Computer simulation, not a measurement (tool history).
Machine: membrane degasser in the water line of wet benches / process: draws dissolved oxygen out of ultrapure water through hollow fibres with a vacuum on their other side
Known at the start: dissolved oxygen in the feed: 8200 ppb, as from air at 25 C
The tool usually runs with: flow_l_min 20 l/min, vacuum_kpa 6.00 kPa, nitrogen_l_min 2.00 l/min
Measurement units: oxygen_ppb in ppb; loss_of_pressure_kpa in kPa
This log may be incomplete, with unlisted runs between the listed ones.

run 1 hour=0.0 | flow_l_min=20 vacuum_kpa=6.00 nitrogen_l_min=2.00 | oxygen_ppb=74.4 loss_of_pressure_kpa=27.81
run 2 hour=264.0 | flow_l_min=20 vacuum_kpa=6.00 nitrogen_l_min=2.90 | oxygen_ppb=54.0 loss_of_pressure_kpa=27.50
run 3 hour=506.5 | flow_l_min=20 vacuum_kpa=6.00 nitrogen_l_min=2.90 | oxygen_ppb=54.0 loss_of_pressure_kpa=27.53
run 4 hour=696.9 | flow_l_min=20 vacuum_kpa=6.00 nitrogen_l_min=2.90 | oxygen_ppb=55.2 loss_of_pressure_kpa=27.93
run 5 hour=900.0 | flow_l_min=20 vacuum_kpa=6.00 nitrogen_l_min=2.90 | oxygen_ppb=55.0 loss_of_pressure_kpa=28.00
run 6 hour=1051.9 | flow_l_min=20 vacuum_kpa=6.00 nitrogen_l_min=2.90 | oxygen_ppb=55.2 loss_of_pressure_kpa=27.92
run 7 hour=1169.2 | flow_l_min=20 vacuum_kpa=6.00 nitrogen_l_min=2.90 | oxygen_ppb=55.1 loss_of_pressure_kpa=27.89
run 8 hour=1428.0 | flow_l_min=20 vacuum_kpa=6.00 nitrogen_l_min=2.90 | oxygen_ppb=55.5 loss_of_pressure_kpa=28.05
run 9 hour=1653.4 | flow_l_min=20 vacuum_kpa=6.00 nitrogen_l_min=2.90 | oxygen_ppb=55.8 loss_of_pressure_kpa=27.86
run 10 hour=1916.7 | flow_l_min=20 vacuum_kpa=6.00 nitrogen_l_min=2.90 | oxygen_ppb=57.1 loss_of_pressure_kpa=28.13
run 11 hour=2036.3 | flow_l_min=20 vacuum_kpa=6.00 nitrogen_l_min=2.90 | oxygen_ppb=56.3 loss_of_pressure_kpa=28.45
run 12 hour=2264.5 | flow_l_min=20 vacuum_kpa=6.00 nitrogen_l_min=2.90 | oxygen_ppb=56.4 loss_of_pressure_kpa=28.46
run 13 hour=2386.6 | flow_l_min=20 vacuum_kpa=6.00 nitrogen_l_min=2.90 | oxygen_ppb=56.5 loss_of_pressure_kpa=28.07
run 14 hour=2665.9 | flow_l_min=20 vacuum_kpa=6.00 nitrogen_l_min=2.90 | oxygen_ppb=56.4 loss_of_pressure_kpa=28.64
run 15 hour=2894.4 | flow_l_min=20 vacuum_kpa=6.00 nitrogen_l_min=1.30 | oxygen_ppb=111.6 loss_of_pressure_kpa=29.00
run 16 hour=3033.1 | flow_l_min=20 vacuum_kpa=6.00 nitrogen_l_min=1.36 | oxygen_ppb=108.1 loss_of_pressure_kpa=28.60
run 17 hour=3302.3 | flow_l_min=20 vacuum_kpa=6.00 nitrogen_l_min=1.36 | oxygen_ppb=108.9 loss_of_pressure_kpa=29.01
run 18 hour=3488.8 | flow_l_min=14 vacuum_kpa=8.44 nitrogen_l_min=1.09 | oxygen_ppb=166.0 loss_of_pressure_kpa=20.26
-- hour=3512.9 vacuum gauge calibrated
run 19 hour=3636.1 | flow_l_min=20 vacuum_kpa=9.11 nitrogen_l_min=1.24 | oxygen_ppb=224.0 loss_of_pressure_kpa=29.02
run 20 hour=3798.7 | flow_l_min=20 vacuum_kpa=9.11 nitrogen_l_min=1.24 | oxygen_ppb=222.9 loss_of_pressure_kpa=29.19
run 21 hour=3998.1 | flow_l_min=20 vacuum_kpa=9.11 nitrogen_l_min=1.24 | oxygen_ppb=223.7 loss_of_pressure_kpa=29.18
run 22 hour=4133.5 | flow_l_min=14 vacuum_kpa=9.11 nitrogen_l_min=1.10 | oxygen_ppb=180.1 loss_of_pressure_kpa=20.58

Estimate the outcome of run 23 from the log above:
run 23 hour=4303.0 | flow_l_min=14 vacuum_kpa=9.11 nitrogen_l_min=1.10 | oxygen_ppb=? loss_of_pressure_kpa=?

Run 23 yielded oxygen_ppb 181.1 ppb, loss_of_pressure_kpa 20.36 kPa.
Without the tool's hidden state the same run would have given oxygen_ppb 173.4 ppb, loss_of_pressure_kpa 18.08 kPa.

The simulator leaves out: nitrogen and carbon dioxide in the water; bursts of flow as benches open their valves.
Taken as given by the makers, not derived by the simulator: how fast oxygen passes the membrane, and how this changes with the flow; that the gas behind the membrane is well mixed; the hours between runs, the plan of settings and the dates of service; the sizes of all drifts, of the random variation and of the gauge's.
